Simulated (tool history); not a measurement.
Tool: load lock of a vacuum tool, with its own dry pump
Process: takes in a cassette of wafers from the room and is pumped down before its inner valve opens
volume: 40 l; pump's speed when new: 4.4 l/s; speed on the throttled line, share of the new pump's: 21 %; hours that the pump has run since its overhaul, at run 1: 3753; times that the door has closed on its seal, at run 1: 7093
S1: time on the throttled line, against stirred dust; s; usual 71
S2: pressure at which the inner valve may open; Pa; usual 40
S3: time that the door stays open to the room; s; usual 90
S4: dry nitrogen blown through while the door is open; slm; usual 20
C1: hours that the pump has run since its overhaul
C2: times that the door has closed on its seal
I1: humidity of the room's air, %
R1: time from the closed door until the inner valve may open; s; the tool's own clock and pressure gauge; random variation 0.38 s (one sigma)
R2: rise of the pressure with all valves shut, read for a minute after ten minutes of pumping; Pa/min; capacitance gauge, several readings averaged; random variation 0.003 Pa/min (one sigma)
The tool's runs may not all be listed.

run     day   S1  S2  S3  S4    C1     C2    I1     R1     R2
  1   0.000   71  40  90  20  3753   7093  44.4  128.8  0.090
  2   5.512   71  40  90  20  3885   7531  40.9  128.5  0.101
  3   9.517   71  40  90  20  3981   7849  44.9  128.4  0.111
  4  15.829   71  40  90  15  4132   8351  47.6  128.6  0.127
  5  18.508   71  31  90  15  4197   8564  44.1  130.7  0.121
  6  21.525   71  28  90  20  4269   8804  44.9  132.1  0.117
  7  26.288   71  40  90  20  4383   9183  46.1  128.7  0.130
  8  29.671   71  40  90  20  4465   9451  45.8  129.3  0.129
  9  36.196   71  40  90  20  4621   9970  42.3  129.1  0.132
 10  41.338   71  40  90  20  4745  10379  45.1  129.2  0.140
 11  47.238   71  72  80  20  4886  10848  48.4  123.7  0.148
 12  50.371   71  40  39  20  4961  11097  47.0  128.5  0.150
 13  55.550  112  40  90  11  5086  11509  49.6  161.3  0.176
 14  61.875  112  40  90  11  5238  12012  44.3  161.4  0.175
 15  68.408  112  40  90  11  5394  12531  45.9  161.9  0.185
 16  73.317   71  41  90  20  5512  12921  44.2  129.3  0.178
 17  79.300  113  36  90  14  5656  13397  44.2  162.7  0.197
 18  83.617   40  43  37  17  5759  13740  47.1  104.6  0.190
 19  88.683   71  78  90  29  5881  14143  44.1  123.0  0.195

Forecast each of these 5 alternatives for the next run:
  A  94.500   71  65  90  29  6021  14605  46.4   ?   ?
  B  94.500   71  62  90  20  6021  14605  43.4   ?   ?
  C  94.500   71  40  90  42  6021  14605  45.0   ?   ?
  D  94.500  101  40  90  20  6021  14605  45.9   ?   ?
  E  94.500  106  78  90  17  6021  14605  45.0   ?   ?

run     R1     R2
  A  125.0  0.200
  B  125.2  0.207
  C  130.0  0.197
  D  152.8  0.210
  E  150.6  0.208
Without the tool's hidden state the same runs would have given:
run     R1     R2
  A  123.5  0.029
  B  123.7  0.039
  C  128.3  0.029
  D  151.3  0.040
  E  149.3  0.040
